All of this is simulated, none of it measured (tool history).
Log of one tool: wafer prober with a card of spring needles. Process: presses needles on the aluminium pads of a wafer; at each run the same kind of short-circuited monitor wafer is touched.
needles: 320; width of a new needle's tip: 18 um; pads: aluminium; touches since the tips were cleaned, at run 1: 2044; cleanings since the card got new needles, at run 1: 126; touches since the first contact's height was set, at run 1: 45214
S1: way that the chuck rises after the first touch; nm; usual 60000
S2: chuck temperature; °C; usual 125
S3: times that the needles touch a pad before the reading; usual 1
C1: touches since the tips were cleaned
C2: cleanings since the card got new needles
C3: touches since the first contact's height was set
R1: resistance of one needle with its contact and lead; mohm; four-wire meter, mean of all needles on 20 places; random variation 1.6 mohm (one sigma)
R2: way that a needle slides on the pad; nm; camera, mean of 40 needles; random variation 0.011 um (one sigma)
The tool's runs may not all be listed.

run     day     S1   S2  S3    C1   C2     C3   R1    R2
  1   0.000  60000  125   1  2044  126  45214  273  7380
      0.321  -- tips cleaned on abrasive film
      0.879  -- tips cleaned on abrasive film
  2   1.188  44000  125   1  3192  128  57358  437  5380
      1.396  -- tips cleaned on abrasive film
      1.942  -- tips cleaned on abrasive film
      2.496  -- tips cleaned on abrasive film
  3   2.688  44000  103   1  1970  131  72667  383  5350
      3.025  -- tips cleaned on abrasive film
      3.517  -- tips cleaned on abrasive film
  4   3.517  61000  125   1     0  133  81120  181  7470
      4.071  -- tips cleaned on abrasive film
      4.646  -- tips cleaned on abrasive film
      4.658  -- height of the first contact set anew
  5   4.738  61000  125   1   828  135    828  217  7390
      5.196  -- tips cleaned on abrasive film
      5.667  -- tips cleaned on abrasive film
      6.229  -- tips cleaned on abrasive film
  6   6.271  61000  125   1   459  138  16511  208  7370
      6.788  -- tips cleaned on abrasive film
  7   7.050  54000   42   2  2695  139  24494  256  6480
      7.288  -- tips cleaned on abrasive film
      7.767  -- tips cleaned on abrasive film
  8   8.083  65000   42   2  3287  141  35058  243  7850
      8.304  -- tips cleaned on abrasive film
      8.779  -- tips cleaned on abrasive film
  9   8.779  62000   33   1     0  143  42132  168  7440
      9.283  -- tips cleaned on abrasive film
      9.792  -- tips cleaned on abrasive film
     10.338  -- tips cleaned on abrasive film
 10  10.371  66000   86   1   360  146  58395  183  7910
     10.854  -- tips cleaned on abrasive film
     11.342  -- tips cleaned on abrasive film
     11.896  -- tips cleaned on abrasive film
 11  12.029  69000   86   2  1354  149  75326  201  8260
     12.375  -- tips cleaned on abrasive film
     12.871  -- tips cleaned on abrasive film
     13.446  -- height of the first contact set anew, once more
     13.450  -- tips cleaned on abrasive film
 12  13.633  42000   57   2  1903  152   1903  297  5220

3 ways to go on from here, each from the tool as it stands after run 12. What would each give?
     13.950  -- tips cleaned on abrasive film
     14.462  -- tips cleaned on abrasive film
  A  14.517  42000  57   3  572  154  10929   ?   ?
     13.950  -- tips cleaned on abrasive film
     14.462  -- tips cleaned on abrasive film
  B  14.517  42000  74   2  572  154  10929   ?   ?
     13.950  -- tips cleaned on abrasive film
     14.462  -- tips cleaned on abrasive film
  C  14.517  58000  42   2  572  154  10929   ?   ?

run   R1    R2
  A  196  5210
  B  227  5190
  C  184  7190
Without the tool's hidden state the same runs would have given:
run   R1    R2
  A  152  5240
  B  158  5220
  C  144  7220
